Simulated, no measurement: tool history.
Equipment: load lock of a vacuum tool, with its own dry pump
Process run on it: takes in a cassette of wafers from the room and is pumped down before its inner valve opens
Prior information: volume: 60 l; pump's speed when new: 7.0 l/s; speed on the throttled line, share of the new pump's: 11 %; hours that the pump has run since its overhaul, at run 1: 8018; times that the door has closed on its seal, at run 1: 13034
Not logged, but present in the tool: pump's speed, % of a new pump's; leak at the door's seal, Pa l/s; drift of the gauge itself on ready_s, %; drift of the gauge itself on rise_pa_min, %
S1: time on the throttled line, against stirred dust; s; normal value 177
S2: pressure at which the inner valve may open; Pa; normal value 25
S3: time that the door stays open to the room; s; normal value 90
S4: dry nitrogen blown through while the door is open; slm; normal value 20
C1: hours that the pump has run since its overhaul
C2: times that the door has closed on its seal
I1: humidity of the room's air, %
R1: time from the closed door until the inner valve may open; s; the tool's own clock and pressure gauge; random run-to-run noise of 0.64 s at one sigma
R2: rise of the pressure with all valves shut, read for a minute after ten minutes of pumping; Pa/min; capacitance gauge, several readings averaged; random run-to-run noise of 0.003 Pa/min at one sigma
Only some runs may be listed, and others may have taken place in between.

run      day   S1  S2   S3  S4     C1     C2    I1     R1     R2
  1        0  177  25   90  20   8018  13034  46.8  235.7  0.042
  2   17.933  177  25   90  20   8449  14117  46.8  236.7   0.04
  3   39.929  177  25   90  20   8977  15445  42.3  235.8   0.04
  4   56.567  177  31   90  20   9376  16449  43.1    235  0.045
  5   73.596  177  31   90  20   9785  17478  47.5  234.4   0.05
  6   83.346  177  31   90  20  10019  18066  45.4  234.8  0.051
  7   95.833  177  31   90  20  10318  18820  45.4  236.6  0.055
  8  109.925  177  31   90  20  10657  19671  43.9  236.3  0.055
  9  131.338  177  25   90  20  11171  20964  44.7  237.7  0.051
 10  143.017  177  25   90  20  11451  21669  48.2    240  0.061
 11  162.379  177  25   90  20  11915  22839  49.2  240.1  0.063
 12  181.738  161  25   29  20  12380  24008  44.1  225.7  0.056
 13  202.946  161  25   29  20  12889  25288  43.1  226.3  0.062
 14  213.983  161  31   29  20  13154  25955  44.7    225  0.068
 15  227.075  177  25  192  20  13468  26745  44.7  239.8  0.084
 16  241.346  177  25  192  20  13811  27607  44.7  241.8  0.078
 17  252.592  177  23  192  20  14081  28286  44.3  242.7  0.086
 18  273.821  177  23  192  20  14590  29568  45.5  242.4  0.093

Run 19 is up next; what results do you expect?
 19  292.417  177  19  107   4  15036  30691  43.5   ?   ?

Run 19 gave R1 244.8 s, R2 0.095 Pa/min.
The same run, on a tool lacking any hidden state, would have yielded R1 231.1 s, R2 0.037 Pa/min.
